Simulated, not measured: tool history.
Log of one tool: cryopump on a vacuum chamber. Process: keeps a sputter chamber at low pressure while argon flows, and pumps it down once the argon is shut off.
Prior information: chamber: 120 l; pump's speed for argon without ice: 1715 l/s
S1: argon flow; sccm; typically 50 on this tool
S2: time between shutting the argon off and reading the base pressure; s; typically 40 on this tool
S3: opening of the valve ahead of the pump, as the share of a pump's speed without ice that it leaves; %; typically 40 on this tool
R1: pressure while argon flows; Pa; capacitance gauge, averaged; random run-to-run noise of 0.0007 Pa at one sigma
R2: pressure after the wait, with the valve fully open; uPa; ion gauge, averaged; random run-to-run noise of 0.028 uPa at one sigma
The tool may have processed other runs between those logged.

run	hour	S1	S2	S3	R1	R2
1	0.0	50	40	40	0.1248	1.83
2	19.2	50	40	40	0.1243	1.79
3	37.7	50	40	40	0.1247	1.81
4	45.9	50	40	40	0.1245	1.82
5	60.7	50	40	40	0.1237	1.81
6	79.1	50	40	40	0.1245	1.84
7	94.5	50	40	40	0.1237	1.87
8	104.0	50	40	40	0.1258	1.91
9	113.5	50	34	16	0.3103	2.05
10	130.5	46	34	38	0.1198	2.07
11	138.8	46	34	38	0.1209	2.06
12	152.4	46	34	38	0.1205	2.07
13	163.9	50	277	40	0.1248	0.83

Predict each of these 5 candidate next runs independently; none follows another, all start after run 13:
A	177.1	72	277	41	?	?
B	177.1	39	40	29	?	?
C	177.1	51	40	40	?	?
D	177.1	50	57	52	?	?
E	177.1	62	277	40	?	?

run	R1	R2
A	0.1755	0.82
B	0.1341	1.84
C	0.1273	1.85
D	0.0965	1.54
E	0.1554	0.88
Stripped of hidden state, with their random variation kept, the same runs would have yielded:
run	R1	R2
A	0.1724	0.32
B	0.1324	1.34
C	0.1251	1.35
D	0.0943	1.03
E	0.1527	0.37
